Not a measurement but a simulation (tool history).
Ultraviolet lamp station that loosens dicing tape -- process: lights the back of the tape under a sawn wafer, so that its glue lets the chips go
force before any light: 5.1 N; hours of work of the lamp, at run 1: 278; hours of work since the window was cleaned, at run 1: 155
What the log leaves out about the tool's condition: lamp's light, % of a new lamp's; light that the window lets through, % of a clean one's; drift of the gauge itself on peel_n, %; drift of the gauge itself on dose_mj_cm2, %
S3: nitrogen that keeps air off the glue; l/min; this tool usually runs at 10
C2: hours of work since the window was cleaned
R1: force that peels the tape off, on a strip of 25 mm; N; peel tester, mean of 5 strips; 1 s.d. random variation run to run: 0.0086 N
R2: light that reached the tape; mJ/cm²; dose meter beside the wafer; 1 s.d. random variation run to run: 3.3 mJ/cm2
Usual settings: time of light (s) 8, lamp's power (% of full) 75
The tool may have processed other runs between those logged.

{"run": 1, "hour": 0.0, "time of light (s)": 8, "lamp's power (% of full)": 75, "S3": 10, "hours of work of the lamp": 278, "C2": 155, "R1": 0.479, "R2": 456}
{"run": 2, "hour": 17.1, "time of light (s)": 8, "lamp's power (% of full)": 75, "S3": 10, "hours of work of the lamp": 286, "C2": 163, "R1": 0.472, "R2": 456}
{"run": 3, "hour": 25.6, "time of light (s)": 8, "lamp's power (% of full)": 75, "S3": 10, "hours of work of the lamp": 290, "C2": 167, "R1": 0.497, "R2": 457}
{"run": 4, "hour": 37.6, "time of light (s)": 8, "lamp's power (% of full)": 75, "S3": 10, "hours of work of the lamp": 296, "C2": 172, "R1": 0.495, "R2": 456}
{"run": 5, "hour": 55.1, "time of light (s)": 8, "lamp's power (% of full)": 75, "S3": 10, "hours of work of the lamp": 304, "C2": 180, "R1": 0.503, "R2": 445}
{"run": 6, "hour": 69.4, "time of light (s)": 8, "lamp's power (% of full)": 75, "S3": 10, "hours of work of the lamp": 311, "C2": 187, "R1": 0.504, "R2": 450}
{"run": 7, "hour": 83.2, "time of light (s)": 8, "lamp's power (% of full)": 75, "S3": 10, "hours of work of the lamp": 317, "C2": 194, "R1": 0.5, "R2": 440}
{"run": 8, "hour": 98.3, "time of light (s)": 8, "lamp's power (% of full)": 75, "S3": 10, "hours of work of the lamp": 324, "C2": 201, "R1": 0.512, "R2": 442}
{"run": 9, "hour": 107.6, "time of light (s)": 8, "lamp's power (% of full)": 75, "S3": 10, "hours of work of the lamp": 329, "C2": 205, "R1": 0.509, "R2": 439}
{"run": 10, "hour": 122.4, "time of light (s)": 8, "lamp's power (% of full)": 75, "S3": 10, "hours of work of the lamp": 336, "C2": 212, "R1": 0.537, "R2": 438}
{"run": 11, "hour": 138.7, "time of light (s)": 8, "lamp's power (% of full)": 75, "S3": 10, "hours of work of the lamp": 343, "C2": 220, "R1": 0.532, "R2": 437}
{"run": 12, "hour": 151.6, "time of light (s)": 8, "lamp's power (% of full)": 64, "S3": 10, "hours of work of the lamp": 349, "C2": 226, "R1": 0.708, "R2": 373}
{"run": 13, "hour": 161.3, "time of light (s)": 4, "lamp's power (% of full)": 68, "S3": 12, "hours of work of the lamp": 354, "C2": 230, "R1": 1.699, "R2": 189}

The next listed run, before its measurement:
{"run": 14, "hour": 179.0, "time of light (s)": 8, "lamp's power (% of full)": 69, "S3": 9, "hours of work of the lamp": 362, "C2": 238, "R1": "?", "R2": "?"}

R1: 0.691 N
R2: 397 mJ/cm²
With the hidden condition absent and the run-to-run variation left alone, this run would have shown R1 0.446 N, R2 498 mJ/cm².

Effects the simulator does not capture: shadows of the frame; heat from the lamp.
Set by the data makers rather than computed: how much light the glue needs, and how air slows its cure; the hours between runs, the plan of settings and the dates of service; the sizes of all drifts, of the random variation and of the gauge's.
